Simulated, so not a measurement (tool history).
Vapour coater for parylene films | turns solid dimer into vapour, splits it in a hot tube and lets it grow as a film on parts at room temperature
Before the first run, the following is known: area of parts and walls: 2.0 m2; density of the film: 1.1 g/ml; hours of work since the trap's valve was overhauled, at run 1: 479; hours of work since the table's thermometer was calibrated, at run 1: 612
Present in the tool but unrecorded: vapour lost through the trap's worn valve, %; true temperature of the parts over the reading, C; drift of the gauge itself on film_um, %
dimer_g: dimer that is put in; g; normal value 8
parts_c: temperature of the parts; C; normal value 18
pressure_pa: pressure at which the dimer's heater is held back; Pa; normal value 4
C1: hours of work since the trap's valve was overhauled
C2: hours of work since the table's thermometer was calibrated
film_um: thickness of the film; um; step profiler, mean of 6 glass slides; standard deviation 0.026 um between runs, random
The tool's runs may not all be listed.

{"run": 1, "day": 0.0, "dimer_g": 8, "parts_c": 18, "pressure_pa": 4, "C1": 479, "C2": 612, "film_um": 1.86}
{"run": 2, "day": 1.704, "dimer_g": 8, "parts_c": 18, "pressure_pa": 4, "C1": 507, "C2": 640, "film_um": 1.96}
{"run": 3, "day": 2.612, "dimer_g": 8, "parts_c": 18, "pressure_pa": 4, "C1": 522, "C2": 655, "film_um": 1.92}
{"run": 4, "day": 3.592, "dimer_g": 3, "parts_c": 18, "pressure_pa": 4, "C1": 538, "C2": 671, "film_um": 0.7}
{"run": 5, "day": 4.879, "dimer_g": 8, "parts_c": 18, "pressure_pa": 4, "C1": 559, "C2": 693, "film_um": 1.87}
{"run": 6, "day": 6.046, "dimer_g": 8, "parts_c": 18, "pressure_pa": 4, "C1": 578, "C2": 712, "film_um": 1.86}
{"run": 7, "day": 7.133, "dimer_g": 9, "parts_c": 18, "pressure_pa": 4, "C1": 596, "C2": 730, "film_um": 2.07}
{"run": 8, "day": 7.829, "dimer_g": 8, "parts_c": 27, "pressure_pa": 4, "C1": 607, "C2": 741, "film_um": 1.25}
{"run": 9, "day": 8.642, "dimer_g": 8, "parts_c": 18, "pressure_pa": 4, "C1": 621, "C2": 754, "film_um": 1.88}
{"day": 9.354, "done": "trap's valve overhauled"}
{"run": 10, "day": 9.6, "dimer_g": 8, "parts_c": 18, "pressure_pa": 5.01, "C1": 4, "C2": 767, "film_um": 2.08}
{"run": 11, "day": 10.583, "dimer_g": 8, "parts_c": 18, "pressure_pa": 5.01, "C1": 20, "C2": 784, "film_um": 2.15}
{"run": 12, "day": 11.329, "dimer_g": 8, "parts_c": 18, "pressure_pa": 9.62, "C1": 32, "C2": 796, "film_um": 2.01}
{"run": 13, "day": 12.017, "dimer_g": 8, "parts_c": 18, "pressure_pa": 4, "C1": 44, "C2": 807, "film_um": 2.12}
{"run": 14, "day": 13.038, "dimer_g": 8, "parts_c": 18, "pressure_pa": 4, "C1": 61, "C2": 824, "film_um": 2.15}
{"run": 15, "day": 13.962, "dimer_g": 8, "parts_c": 19, "pressure_pa": 4, "C1": 76, "C2": 839, "film_um": 2.04}
{"run": 16, "day": 14.704, "dimer_g": 8, "parts_c": 19, "pressure_pa": 4, "C1": 88, "C2": 851, "film_um": 2.02}
{"run": 17, "day": 15.458, "dimer_g": 8, "parts_c": 19, "pressure_pa": 4, "C1": 100, "C2": 864, "film_um": 2.01}
{"run": 18, "day": 16.642, "dimer_g": 5, "parts_c": 18, "pressure_pa": 2.14, "C1": 120, "C2": 883, "film_um": 1.41}
{"run": 19, "day": 17.996, "dimer_g": 14, "parts_c": 23, "pressure_pa": 2.49, "C1": 142, "C2": 905, "film_um": 3.11}
{"run": 20, "day": 18.896, "dimer_g": 8, "parts_c": 25, "pressure_pa": 3.42, "C1": 157, "C2": 920, "film_um": 1.55}
{"run": 21, "day": 19.7, "dimer_g": 8, "parts_c": 25, "pressure_pa": 3.42, "C1": 170, "C2": 933, "film_um": 1.58}
{"run": 22, "day": 21.396, "dimer_g": 8, "parts_c": 25, "pressure_pa": 3.42, "C1": 198, "C2": 961, "film_um": 1.51}
{"run": 23, "day": 22.092, "dimer_g": 6, "parts_c": 11, "pressure_pa": 4, "C1": 209, "C2": 973, "film_um": 2.09}
{"run": 24, "day": 22.821, "dimer_g": 6, "parts_c": 14, "pressure_pa": 11.99, "C1": 221, "C2": 985, "film_um": 1.67}
{"run": 25, "day": 23.658, "dimer_g": 6, "parts_c": 16, "pressure_pa": 9.27, "C1": 235, "C2": 998, "film_um": 1.54}
{"run": 26, "day": 24.929, "dimer_g": 6, "parts_c": 16, "pressure_pa": 9.27, "C1": 256, "C2": 1019, "film_um": 1.65}
{"run": 27, "day": 25.883, "dimer_g": 7, "parts_c": 20, "pressure_pa": 4.95, "C1": 272, "C2": 1035, "film_um": 1.58}

Below are 3 alternative next runs, each starting from the tool's condition after run 27. Predict each:
{"run": "A", "day": 27.283, "dimer_g": 4, "parts_c": 14, "pressure_pa": 4.95, "C1": 295, "C2": 1058, "film_um": "?"}
{"run": "B", "day": 27.283, "dimer_g": 11, "parts_c": 21, "pressure_pa": 2.58, "C1": 295, "C2": 1058, "film_um": "?"}
{"run": "C", "day": 27.283, "dimer_g": 7, "parts_c": 12, "pressure_pa": 7.84, "C1": 295, "C2": 1058, "film_um": "?"}

run=A film_um=1.21
run=B film_um=2.54
run=C film_um=2.22
Had the tool no hidden state, the same runs would have come out as:
run=A film_um=1.27
run=B film_um=2.66
run=C film_um=2.33
